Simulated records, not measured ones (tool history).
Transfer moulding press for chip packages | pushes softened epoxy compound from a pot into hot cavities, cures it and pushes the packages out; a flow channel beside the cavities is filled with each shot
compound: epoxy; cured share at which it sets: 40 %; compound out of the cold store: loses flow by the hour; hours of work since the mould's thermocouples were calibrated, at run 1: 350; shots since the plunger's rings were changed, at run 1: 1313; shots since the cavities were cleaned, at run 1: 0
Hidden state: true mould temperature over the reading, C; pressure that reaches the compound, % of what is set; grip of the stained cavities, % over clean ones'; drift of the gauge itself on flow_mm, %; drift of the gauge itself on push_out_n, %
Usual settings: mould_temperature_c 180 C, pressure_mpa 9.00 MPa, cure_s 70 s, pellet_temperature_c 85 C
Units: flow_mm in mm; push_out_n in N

| run | hour | mould_temperature_c | pressure_mpa | cure_s | pellet_temperature_c | hours of work since the mould's thermocouples were calibrated | shots since the plunger's rings were changed | shots since the cavities were cleaned | incoming compound's hours out of the cold store | flow_mm | push_out_n |
|---|---|---|---|---|---|---|---|---|---|---|---|
| 1 | 0.0 | 180 | 9.00 | 70 | 85 | 350 | 1313 | 0 | 35.2 | 819 | 566 |
| 2 | 34.9 | 180 | 9.00 | 70 | 85 | 378 | 2065 | 752 | 11.4 | 861 | 1059 |
|  | 56.2 | cavities cleaned with cleaning compound and waxed |
|  | 75.3 | mould's thermocouples calibrated |
| 3 | 75.3 | 180 | 9.00 | 70 | 85 | 0 | 2858 | 369 | 30.9 | 807 | 856 |
| 4 | 101.6 | 180 | 9.00 | 70 | 85 | 21 | 3425 | 936 | 25.2 | 816 | 1114 |
|  | 110.5 | cavities cleaned with cleaning compound and waxed |
| 5 | 130.4 | 180 | 9.00 | 70 | 92 | 43 | 4012 | 429 | 46.6 | 762 | 899 |
|  | 145.3 | plunger's sealing rings changed |
|  | 166.4 | cavities cleaned with cleaning compound and waxed |
| 6 | 171.7 | 180 | 9.00 | 70 | 92 | 72 | 536 | 114 | 15.3 | 874 | 708 |
| 7 | 194.9 | 180 | 9.00 | 70 | 92 | 91 | 1035 | 613 | 15.5 | 869 | 1024 |
|  | 219.6 | cavities cleaned with cleaning compound and waxed |
| 8 | 234.9 | 180 | 9.00 | 70 | 85 | 122 | 1862 | 328 | 19.6 | 853 | 910 |
|  | 273.8 | cavities cleaned with cleaning compound and waxed |
| 9 | 274.5 | 180 | 9.00 | 70 | 85 | 152 | 2683 | 16 | 36.2 | 801 | 598 |
| 10 | 318.7 | 180 | 10.94 | 70 | 85 | 187 | 3635 | 968 | 10.3 | 924 | 1128 |
|  | 326.1 | cavities cleaned with cleaning compound and waxed |
| 11 | 348.6 | 180 | 10.94 | 70 | 85 | 210 | 4244 | 483 | 22.1 | 889 | 929 |
|  | 355.0 | plunger's sealing rings changed |
|  | 382.1 | cavities cleaned with cleaning compound and waxed |
| 12 | 389.2 | 180 | 9.00 | 70 | 89 | 239 | 702 | 152 | 8.4 | 886 | 782 |
|  | 435.1 | cavities cleaned with cleaning compound and waxed |
| 13 | 437.5 | 180 | 9.00 | 70 | 89 | 276 | 1711 | 53 | 16.2 | 856 | 638 |
| 14 | 468.9 | 180 | 9.00 | 70 | 89 | 301 | 2386 | 728 | 35.1 | 811 | 1010 |
|  | 490.4 | cavities cleaned with cleaning compound and waxed |
| 15 | 503.5 | 173 | 9.00 | 106 | 77 | 328 | 3098 | 282 | 22.6 | 841 | 618 |
| 16 | 533.5 | 173 | 9.00 | 106 | 77 | 352 | 3745 | 929 | 26.9 | 825 | 812 |
|  | 542.6 | cavities cleaned with cleaning compound and waxed |
| 17 | 557.2 | 173 | 9.00 | 106 | 77 | 369 | 4223 | 315 | 23.8 | 823 | 637 |
|  | 562.6 | plunger's sealing rings changed |
|  | 599.3 | cavities cleaned with cleaning compound and waxed |
|  | 610.4 | mould's thermocouples calibrated |
| 18 | 611.2 | 184 | 8.19 | 58 | 93 | 1 | 970 | 213 | 44.4 | 761 | 905 |
|  | 653.8 | cavities cleaned with cleaning compound and waxed |
| 19 | 653.9 | 185 | 9.40 | 70 | 78 | 33 | 1857 | 3 | 41.7 | 811 | 469 |
| 20 | 687.7 | 185 | 9.23 | 67 | 78 | 60 | 2584 | 730 | 43.6 | 785 | 882 |
|  | 706.2 | cavities cleaned with cleaning compound and waxed |
| 21 | 710.7 | 173 | 7.63 | 100 | 85 | 77 | 3047 | 96 | 36.6 | 744 | 571 |
| 22 | 741.3 | 180 | 9.00 | 70 | 75 | 102 | 3705 | 754 | 24.0 | 813 | 1137 |
|  | 758.2 | cavities cleaned with cleaning compound and waxed |
|  | 771.2 | plunger's sealing rings changed |
| 23 | 792.6 | 180 | 9.00 | 70 | 75 | 140 | 459 | 685 | 9.1 | 890 | 1139 |
|  | 812.9 | cavities cleaned with cleaning compound and waxed |
| 24 | 841.6 | 178 | 7.02 | 52 | 91 | 177 | 1483 | 619 | 44.4 | 709 | 2339 |
|  | 867.3 | cavities cleaned with cleaning compound and waxed |
| 25 | 880.3 | 172 | 7.02 | 52 | 91 | 207 | 2284 | 282 | 34.1 | 733 | 2698 |
|  | 920.4 | cavities cleaned with cleaning compound and waxed |
| 26 | 922.4 | 172 | 7.02 | 52 | 89 | 239 | 3156 | 42 | 31.7 | 726 | 2015 |

Forecast each of these 5 alternatives for the next run:
| A | 964.9 | 180 | 9.73 | 70 | 85 | 273 | 4072 | 958 | 9.4 | ? | ? |
| B | 964.9 | 172 | 7.02 | 54 | 89 | 273 | 4072 | 958 | 35.0 | ? | ? |
| C | 964.9 | 172 | 7.02 | 52 | 91 | 273 | 4072 | 958 | 35.3 | ? | ? |
| D | 964.9 | 172 | 9.35 | 54 | 89 | 273 | 4072 | 958 | 46.0 | ? | ? |
| E | 964.9 | 180 | 7.12 | 70 | 85 | 273 | 4072 | 958 | 19.6 | ? | ? |

| run | flow_mm | push_out_n |
|---|---|---|
| A | 863 | 1134 |
| B | 704 | 3350 |
| C | 710 | 3606 |
| D | 797 | 3295 |
| E | 721 | 1106 |
Without the tool's hidden state the same runs would have given:
| run | flow_mm | push_out_n |
|---|---|---|
| A | 935 | 612 |
| B | 763 | 1778 |
| C | 768 | 1911 |
| D | 862 | 1750 |
| E | 780 | 592 |
